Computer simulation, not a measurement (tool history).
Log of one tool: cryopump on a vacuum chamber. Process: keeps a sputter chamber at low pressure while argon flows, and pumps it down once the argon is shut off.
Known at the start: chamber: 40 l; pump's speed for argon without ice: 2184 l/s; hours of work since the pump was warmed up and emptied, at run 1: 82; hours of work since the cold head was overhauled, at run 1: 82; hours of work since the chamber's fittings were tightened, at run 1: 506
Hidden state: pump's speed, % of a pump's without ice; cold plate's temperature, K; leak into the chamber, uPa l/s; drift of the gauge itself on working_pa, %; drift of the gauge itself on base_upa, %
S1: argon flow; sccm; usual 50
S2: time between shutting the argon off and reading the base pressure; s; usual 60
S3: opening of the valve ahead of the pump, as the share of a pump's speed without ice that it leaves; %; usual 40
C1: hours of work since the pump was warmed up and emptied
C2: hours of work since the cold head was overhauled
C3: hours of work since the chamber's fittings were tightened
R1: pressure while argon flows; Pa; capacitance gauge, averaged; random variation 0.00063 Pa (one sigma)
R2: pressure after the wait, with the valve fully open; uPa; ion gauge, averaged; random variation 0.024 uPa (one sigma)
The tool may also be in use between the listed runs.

| run | hour | S1 | S2 | S3 | C1 | C2 | C3 | R1 | R2 |
|---|---|---|---|---|---|---|---|---|---|
| 1 | 0.0 | 50 | 60 | 40 | 82 | 82 | 506 | 0.0985 | 1.25 |
| 2 | 23.5 | 50 | 60 | 40 | 100 | 100 | 524 | 0.1000 | 1.25 |
| 3 | 52.2 | 50 | 60 | 40 | 121 | 121 | 545 | 0.0994 | 1.28 |
| 4 | 71.4 | 50 | 60 | 40 | 135 | 135 | 559 | 0.1000 | 1.31 |
| 5 | 100.0 | 50 | 60 | 40 | 156 | 156 | 580 | 0.1012 | 1.31 |
| 6 | 122.8 | 50 | 60 | 19 | 173 | 173 | 597 | 0.2076 | 1.36 |
| 7 | 148.6 | 50 | 60 | 19 | 192 | 192 | 616 | 0.2085 | 1.37 |
| 8 | 173.1 | 50 | 60 | 19 | 210 | 210 | 634 | 0.2080 | 1.41 |
| 9 | 191.0 | 50 | 60 | 19 | 224 | 224 | 648 | 0.2105 | 1.39 |
| 10 | 215.1 | 50 | 152 | 19 | 241 | 241 | 665 | 0.2127 | 1.00 |
| 11 | 232.2 | 50 | 41 | 38 | 254 | 254 | 678 | 0.1099 | 1.84 |
| 12 | 250.7 | 50 | 41 | 38 | 268 | 268 | 692 | 0.1100 | 1.84 |
| 13 | 281.2 | 50 | 41 | 38 | 290 | 290 | 714 | 0.1111 | 1.82 |
| 14 | 320.0 | 50 | 127 | 60 | 319 | 319 | 743 | 0.0748 | 1.16 |
|  | 337.8 | pump warmed up, emptied and cooled again |
| 15 | 341.0 | 50 | 127 | 60 | 2 | 331 | 755 | 0.0647 | 1.01 |

Forecast each of these 3 alternatives for the next run:
| A | 375.3 | 50 | 90 | 51 | 28 | 356 | 780 | ? | ? |
| B | 375.3 | 82 | 121 | 27 | 28 | 356 | 780 | ? | ? |
| C | 375.3 | 88 | 174 | 36 | 28 | 356 | 780 | ? | ? |

| run | R1 | R2 |
|---|---|---|
| A | 0.0775 | 1.17 |
| B | 0.2384 | 1.09 |
| C | 0.1912 | 0.96 |
Without the tool's hidden state the same runs would have given:
| run | R1 | R2 |
|---|---|---|
| A | 0.0761 | 0.62 |
| B | 0.2360 | 0.52 |
| C | 0.1887 | 0.41 |

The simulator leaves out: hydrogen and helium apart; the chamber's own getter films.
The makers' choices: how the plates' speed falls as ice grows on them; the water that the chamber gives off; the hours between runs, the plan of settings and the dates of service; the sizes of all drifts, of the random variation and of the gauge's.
